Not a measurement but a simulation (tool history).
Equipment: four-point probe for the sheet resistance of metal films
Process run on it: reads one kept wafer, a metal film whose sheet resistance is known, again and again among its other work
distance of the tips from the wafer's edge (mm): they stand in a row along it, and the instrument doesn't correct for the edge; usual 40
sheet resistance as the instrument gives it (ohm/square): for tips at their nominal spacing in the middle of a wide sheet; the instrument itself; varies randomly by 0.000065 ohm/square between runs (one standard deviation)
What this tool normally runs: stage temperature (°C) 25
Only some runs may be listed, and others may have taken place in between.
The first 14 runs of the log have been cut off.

run	hour	stage temperature (°C)	distance of the tips from the wafer's edge (mm)	touches since the probe head was changed	hours of work since the stage's thermometer was calibrated	sheet resistance as the instrument gives it (ohm/square)
15	249.1	25	13	6050	1668	0.326005
16	264.3	29	40	6252	1674	0.324770
17	289.3	29	40	6584	1684	0.324888
18	303.8	29	40	6776	1690	0.324994
# hour 306.5: stage's thermometer calibrated
19	325.2	29	40	7054	8	0.325066
20	348.4	29	40	7362	17	0.324988
21	363.1	25	13	7558	23	0.326185
22	383.4	25	40	7827	31	0.325255
23	398.2	19	40	8024	37	0.325674
24	412.8	27	57	8218	43	0.324961

Run 25 has not been measured yet. What should we expect?
# hour 415.6: stage's thermometer calibrated, once more
25	428.8	31	40	8424	5	?

Run 25 came out at sheet resistance as the instrument gives it (ohm/square) 0.324407.
Take away the tool's hidden state, keep the run-to-run variation as it was, and the same run would have given sheet resistance as the instrument gives it (ohm/square) 0.324449.
